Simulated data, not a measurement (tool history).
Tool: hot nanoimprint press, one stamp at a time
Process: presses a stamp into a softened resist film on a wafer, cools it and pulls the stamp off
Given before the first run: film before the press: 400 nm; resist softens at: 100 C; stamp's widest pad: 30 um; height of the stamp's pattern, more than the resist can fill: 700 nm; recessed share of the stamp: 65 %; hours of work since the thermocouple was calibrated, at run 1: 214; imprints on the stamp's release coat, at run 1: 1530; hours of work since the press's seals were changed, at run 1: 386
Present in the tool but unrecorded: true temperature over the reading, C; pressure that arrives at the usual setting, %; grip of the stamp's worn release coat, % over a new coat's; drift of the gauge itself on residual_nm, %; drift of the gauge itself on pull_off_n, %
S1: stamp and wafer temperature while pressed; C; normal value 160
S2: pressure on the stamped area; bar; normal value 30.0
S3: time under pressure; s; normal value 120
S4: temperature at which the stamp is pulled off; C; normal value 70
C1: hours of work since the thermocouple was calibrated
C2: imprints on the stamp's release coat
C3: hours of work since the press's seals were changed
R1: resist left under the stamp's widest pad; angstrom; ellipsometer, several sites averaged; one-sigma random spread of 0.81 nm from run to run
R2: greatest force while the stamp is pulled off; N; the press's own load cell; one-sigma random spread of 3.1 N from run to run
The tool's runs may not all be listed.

run	hour	S1	S2	S3	S4	C1	C2	C3	R1	R2
1	0.0	160	30.0	120	70	214	1530	386	2253	205
2	23.7	160	30.0	120	70	223	1587	395	2250	192
3	49.9	160	30.0	217	70	234	1651	406	1845	203
4	65.6	160	30.0	217	70	240	1688	412	1851	206
5	94.8	160	23.7	217	70	252	1759	424	2059	204
6	127.5	160	23.7	217	70	265	1837	437	2059	218
7	157.1	160	23.7	217	70	277	1908	449	2049	217
8	174.6	156	30.0	120	70	284	1951	456	2656	216
9	203.9	160	30.0	120	70	296	2021	468	2228	216
# hour 222.0: stamp cleaned and given a new release coat
10	228.6	160	30.0	120	70	304	16	476	2230	147
11	248.9	160	30.0	120	70	312	65	484	2225	143
12	268.7	160	42.6	189	70	320	113	492	1614	150
13	287.5	160	25.5	189	70	327	158	499	2057	150
14	319.5	160	25.5	82	67	340	235	512	2628	154
15	337.6	151	45.0	84	70	348	278	520	3018	156
16	357.1	151	34.3	84	70	355	325	527	3249	155
# hour 365.9: plate thermocouple calibrated
17	374.4	160	25.0	120	70	3	360	533	2513	157
18	388.1	150	30.0	120	74	9	393	539	3371	151

How the hidden state differs across the entries between the runs, from the last listed run before each to the first after it:
After run 9, before run 10: stamp cleaned and given a new release coat (hour 222.0)
  true temperature over the reading, C: 1.02 -> 1.05; pressure that arrives at the usual setting, %: 97.8 -> 97.77; grip of the stamp's worn release coat, % over a new coat's: 50.9 -> 0.4
  measured value less the no-hidden-state value, R1: -82 -> -86 angstrom; R2: +72 -> -1 N
After run 16, before run 17: plate thermocouple calibrated (hour 365.9)
  true temperature over the reading, C: 1.26 -> 0.11; pressure that arrives at the usual setting, %: 97.54 -> 97.52; grip of the stamp's worn release coat, % over a new coat's: 7.9 -> 8.7
  measured value less the no-hidden-state value, R1: -90 -> +10 angstrom; R2: +9 -> +13 N

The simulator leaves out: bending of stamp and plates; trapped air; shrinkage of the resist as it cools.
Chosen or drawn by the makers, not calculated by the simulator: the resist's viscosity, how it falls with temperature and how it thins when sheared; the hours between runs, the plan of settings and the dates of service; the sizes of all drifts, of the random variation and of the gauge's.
